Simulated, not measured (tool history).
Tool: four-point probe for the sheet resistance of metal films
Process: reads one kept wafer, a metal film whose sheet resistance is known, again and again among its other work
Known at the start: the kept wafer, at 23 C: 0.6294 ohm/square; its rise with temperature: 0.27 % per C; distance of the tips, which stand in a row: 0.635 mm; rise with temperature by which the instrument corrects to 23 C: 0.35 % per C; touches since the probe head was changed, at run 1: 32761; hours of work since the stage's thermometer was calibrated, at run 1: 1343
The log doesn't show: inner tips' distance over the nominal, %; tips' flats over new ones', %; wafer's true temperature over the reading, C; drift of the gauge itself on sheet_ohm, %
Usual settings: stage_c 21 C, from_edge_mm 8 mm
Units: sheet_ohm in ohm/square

run,day,stage_c,from_edge_mm,touches since the probe head was changed,hours of work since the stage's thermometer was calibrated,sheet_ohm
1,0,21,8,32761,1343,0.631995
2,3.988,21,8,36195,1397,0.631734
3,6.596,21,8,38441,1432,0.631843
4,10.092,21,12,41454,1479,0.63051
# day 11.062: stage's thermometer calibrated
5,12.662,21,12,43650,22,0.63016
6,16.838,21,12,47249,78,0.630139
7,20.712,21,8,50584,130,0.630879
8,24.738,21,15,54052,185,0.629566
# day 25.675: stage's thermometer calibrated, once more
9,28.346,21,15,57141,36,0.630529
10,32.108,21,8,60385,87,0.631991
11,36.054,20,8,63783,140,0.632372
12,39.746,21,8,66962,190,0.631999
13,43.925,21,8,70562,247,0.631545
14,46.067,19,15,72406,276,0.631183
15,49.808,35,54,75630,326,0.622322
16,52.392,21,18,77856,361,0.629764
17,56.038,21,18,80997,410,0.629883
18,58.183,33,18,82846,439,0.62379
19,60.788,20,34,85087,475,0.629777
20,63.083,21,6,87066,506,0.632867
21,65.646,33,12,89273,540,0.623858
22,67.642,26,24,90994,567,0.626552
23,71.088,33,68,93960,614,0.622743
24,73.554,33,68,96085,647,0.623001
25,76.333,33,68,98478,685,0.62241

Forecast each of these 5 alternatives for the next run:
A,80.112,29,34,101736,736,?
B,80.112,21,4,101736,736,?
C,80.112,28,68,101736,736,?
D,80.112,33,48,101736,736,?
E,80.112,33,17,101736,736,?

run,sheet_ohm
A,0.624489
B,0.637149
C,0.625066
D,0.622663
E,0.62303
Without the tool's hidden state the same runs would have given:
run,sheet_ohm
A,0.626287
B,0.638991
C,0.626866
D,0.624451
E,0.624819

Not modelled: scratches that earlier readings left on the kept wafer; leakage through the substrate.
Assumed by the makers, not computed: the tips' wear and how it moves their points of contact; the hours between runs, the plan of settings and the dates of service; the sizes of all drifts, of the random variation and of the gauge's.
